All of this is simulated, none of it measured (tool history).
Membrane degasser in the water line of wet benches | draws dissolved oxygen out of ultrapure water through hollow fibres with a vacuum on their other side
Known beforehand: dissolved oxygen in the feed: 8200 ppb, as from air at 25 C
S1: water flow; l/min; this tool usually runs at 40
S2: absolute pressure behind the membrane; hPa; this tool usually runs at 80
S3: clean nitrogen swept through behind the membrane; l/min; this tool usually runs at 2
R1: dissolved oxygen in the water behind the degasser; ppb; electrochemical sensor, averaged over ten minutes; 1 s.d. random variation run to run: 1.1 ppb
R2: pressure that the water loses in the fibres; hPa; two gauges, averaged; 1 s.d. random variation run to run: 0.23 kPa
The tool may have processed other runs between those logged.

Run 1, hour 0: usual settings. Result: R1 220.2 ppb, R2 585.1 hPa.
Run 2, hour 41.6: usual settings. Result: R1 221.5 ppb, R2 585 hPa.
Run 3, hour 86.8: usual settings. Result: R1 221.6 ppb, R2 586.6 hPa.
Run 4, hour 136.5: usual settings. Result: R1 221.5 ppb, R2 586.1 hPa.
Run 5, hour 178.1: usual settings. Result: R1 222.7 ppb, R2 590.9 hPa.
Run 6, hour 205.4: usual settings. Result: R1 224 ppb, R2 586.1 hPa.
Run 7, hour 251: usual settings but S1 25 l/min. Result: R1 142.7 ppb, R2 363.7 hPa.
Run 8, hour 302.6: usual settings but S2 86.7 hPa. Result: R1 251.9 ppb, R2 584.1 hPa.
Run 9, hour 331.5: usual settings but S2 86.7 hPa. Result: R1 251.8 ppb, R2 587.8 hPa.
Run 10, hour 369: usual settings but S2 86.7 hPa. Result: R1 250.8 ppb, R2 589.2 hPa.
Run 11, hour 401.4: usual settings but S2 86.7 hPa. Result: R1 252 ppb, R2 584.5 hPa.
Run 12, hour 448.6: usual settings but S2 86.7 hPa. Result: R1 252 ppb, R2 588.1 hPa.
Run 13, hour 481.5: usual settings but S2 86.7 hPa. Result: R1 251.4 ppb, R2 585.4 hPa.
Run 14, hour 528.9: usual settings but S1 64 l/min, S3 1.28 l/min. Result: R1 482.8 ppb, R2 942.6 hPa.
Run 15, hour 557.3: usual settings but S3 1.28 l/min. Result: R1 324 ppb, R2 587.6 hPa.
Run 16, hour 589.1: usual settings but S3 1.28 l/min. Result: R1 322.5 ppb, R2 584.5 hPa.
Run 17, hour 627.5: usual settings but S3 1.26 l/min. Result: R1 326 ppb, R2 587.1 hPa.
Run 18, hour 650.7: usual settings but S3 1.26 l/min. Result: R1 326.8 ppb, R2 588.1 hPa.
Run 19, hour 685.3: usual settings but S1 43 l/min, S2 138.8 hPa. Result: R1 499.1 ppb, R2 634.6 hPa.
Run 20, hour 710: usual settings but S2 104.6 hPa. Result: R1 325.1 ppb, R2 589.8 hPa.
Run 21, hour 742.1: usual settings but S1 34 l/min, S2 92.3 hPa, S3 1.79 l/min. Result: R1 264.8 ppb, R2 503.8 hPa.
Run 22, hour 778: usual settings but S1 26 l/min, S2 130.9 hPa, S3 4.18 l/min. Result: R1 151.1 ppb, R2 381.2 hPa.
Run 23, hour 802.1: usual settings but S1 30 l/min, S2 198.7 hPa, S3 2.6 l/min. Result: R1 432.7 ppb, R2 441.4 hPa.
Run 24, hour 833.4: usual settings but S1 45 l/min, S2 198.7 hPa, S3 2.28 l/min. Result: R1 698.6 ppb, R2 667.5 hPa.

Here are 4 independent what-if runs from the current tool condition. What would each one return?
Run A, hour 874.5: usual settings but S1 27 l/min, S2 70.7 hPa, S3 2.28 l/min. Result: R1 ?, R2 ?.
Run B, hour 874.5: usual settings but S1 39 l/min, S2 82.4 hPa, S3 2.28 l/min. Result: R1 ?, R2 ?.
Run C, hour 874.5: usual settings but S1 28 l/min, S2 191.1 hPa, S3 0.91 l/min. Result: R1 ?, R2 ?.
Run D, hour 874.5: usual settings but S2 51.3 hPa, S3 2.28 l/min. Result: R1 ?, R2 ?.

run     R1     R2
  A  112.9  398.6
  B  207.1  571.2
  C  944.6  409.4
  D   90.1  591.7
Without the tool's hidden state the same runs would have given:
run     R1     R2
  A  108.7  390.3
  B  200.8  559.3
  C    936  400.9
  D   83.8  579.4
